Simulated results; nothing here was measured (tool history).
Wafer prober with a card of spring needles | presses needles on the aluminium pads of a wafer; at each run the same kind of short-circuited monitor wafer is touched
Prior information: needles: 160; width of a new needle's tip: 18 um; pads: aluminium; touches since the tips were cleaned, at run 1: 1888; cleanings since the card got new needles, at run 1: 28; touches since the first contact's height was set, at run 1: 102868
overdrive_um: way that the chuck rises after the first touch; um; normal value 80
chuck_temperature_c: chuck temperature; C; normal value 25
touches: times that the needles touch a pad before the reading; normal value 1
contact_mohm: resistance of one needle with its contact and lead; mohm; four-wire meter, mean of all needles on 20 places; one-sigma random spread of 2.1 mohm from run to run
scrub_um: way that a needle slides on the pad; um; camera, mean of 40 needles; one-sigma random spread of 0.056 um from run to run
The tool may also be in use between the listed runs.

run   hour  overdrive_um  chuck_temperature_c  touches  touches since the tips were cleaned  cleanings since the card got new needles  touches since the first contact's height was set  contact_mohm  scrub_um
  1      0            80                   25        1                                 1888                                        28                                            102868           344     13.97
       4.1  -- tips cleaned on abrasive film
  2    8.4            80                   25        1                                 1670                                        29                                            106043           330     13.94
      12.6  -- tips cleaned on abrasive film
  3   16.3            80                   25        1                                 1401                                        30                                            108988           313     13.95
      21.5  -- tips cleaned on abrasive film
  4   24.4            80                   25        2                                 1126                                        31                                            112043           281     13.98
        30  -- tips cleaned on abrasive film
  5   31.7            80                   25        2                                  650                                        32                                            114783           268      13.9
      38.7  -- tips cleaned on abrasive film
  6     39            80                   25        2                                  132                                        33                                            117520           244     13.95
      43.2  -- height of the first contact set anew
  7   45.4            80                  124        2                                 2461                                        33                                               852           320     13.51
      47.4  -- tips cleaned on abrasive film
  8   53.2            80                  124        2                                 2204                                        34                                              3760           320     13.58
      55.9  -- tips cleaned on abrasive film
  9   59.9            80                   29        2                                 1541                                        35                                              6284           299     13.67
      64.8  -- tips cleaned on abrasive film
 10   66.2            80                   29        2                                  526                                        36                                              8628           256     13.68
      73.9  -- tips cleaned on abrasive film
 11   74.3            80                   25        1                                  170                                        37                                             11697           255     13.64
      82.7  -- tips cleaned on abrasive film
 12     83            80                   28        1                                  110                                        38                                             14941           252     13.54
 13     87            80                   28        1                                 1632                                        38                                             16463           338     13.63
      91.1  -- tips cleaned on abrasive film
 14   93.4            80                   25        1                                  879                                        39                                             18872           302     13.51
      97.7  -- height of the first contact set anew, once more
      99.8  -- tips cleaned on abrasive film
 15  101.4            80                   25        2                                  632                                        40                                              1374           262     14.54
 16  106.7            80                   25        2                                 2652                                        40                                              3394           311      14.6
     108.3  -- tips cleaned on abrasive film
 17  114.8            80                   25        2                                 2505                                        41                                              6442           302     14.58
     116.6  -- tips cleaned on abrasive film
 18    121            95                   28        1                                 1637                                        42                                              8731           298     17.27
     125.2  -- tips cleaned on abrasive film
 19  125.2            95                   29        1                                    0                                        43                                             10322           237     17.24
 20  131.8            61                   29        2                                 2514                                        43                                             12836           351     11.03
     133.7  -- tips cleaned on abrasive film
 21    140            90                   29        2                                 2375                                        44                                             15897           285     16.28
     142.5  -- tips cleaned on abrasive film
 22    146            66                   25        2                                 1356                                        45                                             18166           306     11.94
     151.1  -- tips cleaned on abrasive film
 23    152            80                   48        2                                  354                                        46                                             20401           255     14.58
     160.1  -- tips cleaned on abrasive film
 24  160.1            93                   72        2                                    6                                        47                                             23432           245     16.79
 25  167.2            85                   72        2                                 2702                                        47                                             26128           310      15.3
     168.6  -- tips cleaned on abrasive film
 26  173.7            85                   72        2                                 1927                                        48                                             28556           296     15.24
       177  -- tips cleaned on abrasive film
 27  178.2            79                  103        1                                  434                                        49                                             30230           291      14.1
 28  183.5            79                  103        1                                 2486                                        49                                             32282           365     14.14
     185.5  -- tips cleaned on abrasive film
 29  187.6            93                  103        1                                  777                                        50                                             33780           296     16.77
     194.3  -- tips cleaned on abrasive film
 30  194.6            93                  112        1                                  105                                        51                                             36401           259     16.67
 31  198.7            82                   84        1                                 1680                                        51                                             37976           337      14.8
     202.7  -- tips cleaned on abrasive film
 32  204.2            82                   84        1                                  585                                        52                                             40046           287     14.66
     211.2  -- tips cleaned on abrasive film
 33  212.4            82                   84        1                                  431                                        53                                             43098           279     14.65
     219.6  -- tips cleaned on abrasive film
 34    221            82                   84        2                                  546                                        54                                             46357           268     14.72

Here are 3 independent what-if runs from the current tool condition. What would each one return?
  A  225.3            82                   57        2                                 2152                                        54                                             47963             ?         ?
  B  225.3            75                   84        1                                 2152                                        54                                             47963             ?         ?
  C  225.3            82                   58        2                                 2152                                        54                                             47963             ?         ?

run  contact_mohm  scrub_um
  A           298     14.63
  B           361     13.37
  C           301     14.65
What these runs would have given with no unlogged condition in the tool:
run  contact_mohm  scrub_um
  A           235     14.91
  B           244     13.66
  C           237     14.93
